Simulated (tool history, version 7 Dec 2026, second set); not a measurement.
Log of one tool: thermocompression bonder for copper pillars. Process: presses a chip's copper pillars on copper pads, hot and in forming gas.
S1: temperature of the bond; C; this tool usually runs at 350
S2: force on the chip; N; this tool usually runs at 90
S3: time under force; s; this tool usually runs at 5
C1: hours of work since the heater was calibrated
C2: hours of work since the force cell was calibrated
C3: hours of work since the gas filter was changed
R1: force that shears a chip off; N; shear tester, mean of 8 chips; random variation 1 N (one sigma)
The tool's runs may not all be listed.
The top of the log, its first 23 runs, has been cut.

run 24 hour=886.1 | S1=350 S2=90 S3=8 | C1=82 C2=492 C3=252 | R1=94.3
run 25 hour=935.1 | S1=350 S2=90 S3=4 | C1=120 C2=529 C3=290 | R1=73.6
-- hour=941.3 forming gas filter changed
run 26 hour=960.2 | S1=328 S2=65 S3=6 | C1=139 C2=549 C3=15 | R1=68.0
run 27 hour=992.8 | S1=359 S2=75 S3=10 | C1=164 C2=574 C3=40 | R1=102.8
run 28 hour=1023.9 | S1=378 S2=55 S3=4 | C1=188 C2=598 C3=64 | R1=72.4
run 29 hour=1073.7 | S1=378 S2=55 S3=4 | C1=227 C2=636 C3=103 | R1=70.9
run 30 hour=1119.5 | S1=375 S2=55 S3=12 | C1=262 C2=672 C3=138 | R1=97.3
run 31 hour=1159.8 | S1=375 S2=55 S3=12 | C1=293 C2=703 C3=169 | R1=96.5
run 32 hour=1194.6 | S1=326 S2=122 S3=5 | C1=320 C2=730 C3=196 | R1=86.0
run 33 hour=1228.0 | S1=326 S2=122 S3=5 | C1=346 C2=756 C3=222 | R1=83.8
run 34 hour=1280.1 | S1=379 S2=90 S3=4 | C1=387 C2=796 C3=262 | R1=89.7
run 35 hour=1312.5 | S1=379 S2=90 S3=4 | C1=412 C2=821 C3=287 | R1=89.4
-- hour=1325.5 forming gas filter changed
run 36 hour=1341.6 | S1=344 S2=59 S3=4 | C1=434 C2=844 C3=12 | R1=60.4
run 37 hour=1363.3 | S1=344 S2=59 S3=4 | C1=451 C2=860 C3=29 | R1=59.8

3 options for the next run, each taken on its own from the tool as it stands now. Forecast them:
run A hour=1394.1 | S1=361 S2=78 S3=9 | C1=474 C2=884 C3=53 | R1=?
run B hour=1394.1 | S1=342 S2=90 S3=10 | C1=474 C2=884 C3=53 | R1=?
run C hour=1394.1 | S1=349 S2=90 S3=4 | C1=474 C2=884 C3=53 | R1=?

run=A R1=103.7
run=B R1=103.9
run=C R1=82.4
The same runs, with their run-to-run variation unchanged, on a tool lacking any hidden condition would have given:
run=A R1=106.2
run=B R1=106.3
run=C R1=84.5
